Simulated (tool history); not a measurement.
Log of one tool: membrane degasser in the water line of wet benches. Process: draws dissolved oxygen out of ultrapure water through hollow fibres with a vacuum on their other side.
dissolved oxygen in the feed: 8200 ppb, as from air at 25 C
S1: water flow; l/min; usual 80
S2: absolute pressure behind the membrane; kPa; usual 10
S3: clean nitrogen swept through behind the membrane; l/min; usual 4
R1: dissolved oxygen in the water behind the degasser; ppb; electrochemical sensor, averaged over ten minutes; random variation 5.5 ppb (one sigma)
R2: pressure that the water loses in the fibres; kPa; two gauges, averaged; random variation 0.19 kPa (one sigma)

| run | day | S1 | S2 | S3 | R1 | R2 |
|---|---|---|---|---|---|---|
| 1 | 0 | 80 | 10 | 4 | 595.5 | 42.18 |
| 2 | 3.067 | 80 | 10 | 4 | 600.7 | 41.96 |
|  | 6.658 | vacuum gauge calibrated |
| 3 | 7.962 | 80 | 8 | 4 | 502.1 | 41.87 |
| 4 | 11.775 | 62 | 10 | 4 | 374.9 | 32.53 |
| 5 | 14.142 | 69 | 10 | 4 | 457.8 | 36.26 |
| 6 | 16.554 | 69 | 10 | 4 | 458.4 | 36 |
| 7 | 20.767 | 80 | 10 | 4 | 581.2 | 41.89 |
| 8 | 24.042 | 80 | 10 | 4 | 592.3 | 42.08 |
| 9 | 28.583 | 80 | 10 | 4 | 590.1 | 42.08 |
| 10 | 31.442 | 80 | 10 | 4 | 581.6 | 42.29 |
|  | 33.904 | seals of the vacuum lines changed |
| 11 | 34.233 | 80 | 10 | 4 | 583.6 | 42.13 |
| 12 | 37.3 | 80 | 10 | 4 | 581.9 | 42.35 |
| 13 | 41.467 | 80 | 10 | 4 | 592.7 | 42.43 |
| 14 | 43.75 | 80 | 10 | 4 | 593.5 | 42.05 |
| 15 | 48.2 | 80 | 10.6 | 4 | 609.7 | 41.95 |
| 16 | 51.508 | 80 | 10 | 4 | 597.5 | 42.38 |
| 17 | 54.158 | 70 | 8.5 | 8.2 | 329.5 | 37.16 |
| 18 | 56.625 | 70 | 8.5 | 8.2 | 322.6 | 36.58 |
| 19 | 59.479 | 70 | 8.5 | 8.2 | 317.3 | 36.93 |
| 20 | 63.433 | 70 | 6.3 | 1.68 | 468.3 | 37.17 |
| 21 | 68.012 | 70 | 6.3 | 1.68 | 465 | 37.1 |
| 22 | 70.729 | 86 | 22.2 | 4 | 1139.5 | 45.61 |
| 23 | 74.362 | 74 | 19.2 | 10.54 | 514.8 | 39.26 |
| 24 | 78.225 | 74 | 19.2 | 8.25 | 571.6 | 39.09 |
| 25 | 81.921 | 102 | 10.9 | 5.76 | 853.7 | 54.45 |
| 26 | 86.8 | 65 | 6.5 | 4.34 | 291.9 | 34.33 |
| 27 | 90.904 | 52 | 10 | 2.68 | 367 | 27.52 |
| 28 | 95.217 | 52 | 10 | 2.68 | 371.3 | 27.54 |
| 29 | 98.858 | 52 | 10 | 2.68 | 367.4 | 27.8 |
| 30 | 103.021 | 59 | 10.9 | 3.11 | 452.4 | 31.66 |
| 31 | 107.658 | 59 | 10.9 | 3.11 | 446.1 | 31.36 |
| 32 | 112.296 | 59 | 14.4 | 3.6 | 520.6 | 31.6 |

Measured less the same run without the tool's hidden state. The same run-to-run variation is in both; the gauge's scatter may not be:
The hidden state here: membrane still open, %; true pressure behind the membrane over the reading, kPa; air that leaks in behind the membrane, l/min; drift of the gauge itself on oxygen_ppb, %; drift of the gauge itself on loss_of_pressure_kpa, %.
| run | R1 | R2 |
|---|---|---|
| 1 | +35.8 | +1.38 |
| 2 | +36.7 | +1.4 |
| 3 | +31.3 | +1.44 |
| 4 | +18.3 | +1.13 |
| 5 | +24.1 | +1.29 |
| 6 | +24.6 | +1.29 |
| 7 | +33.2 | +1.52 |
| 8 | +34.5 | +1.56 |
| 9 | +35.2 | +1.58 |
| 10 | +35.3 | +1.62 |
| 11 | +35.7 | +1.64 |
| 12 | +36.2 | +1.66 |
| 13 | +37.7 | +1.69 |
| 14 | +38.1 | +1.71 |
| 15 | +38.2 | +1.73 |
| 16 | +39.9 | +1.77 |
| 17 | +32.5 | +1.55 |
| 18 | +32.1 | +1.56 |
| 19 | +32 | +1.59 |
| 20 | +33.5 | +1.62 |
| 21 | +34.1 | +1.65 |
| 22 | +43.5 | +2.05 |
| 23 | +38.3 | +1.79 |
| 24 | +38.1 | +1.81 |
| 25 | +68.2 | +2.54 |
| 26 | +32.1 | +1.63 |
| 27 | +18.2 | +1.33 |
| 28 | +18.8 | +1.36 |
| 29 | +19 | +1.38 |
| 30 | +27 | +1.59 |
| 31 | +27.2 | +1.61 |
| 32 | +26.7 | +1.64 |
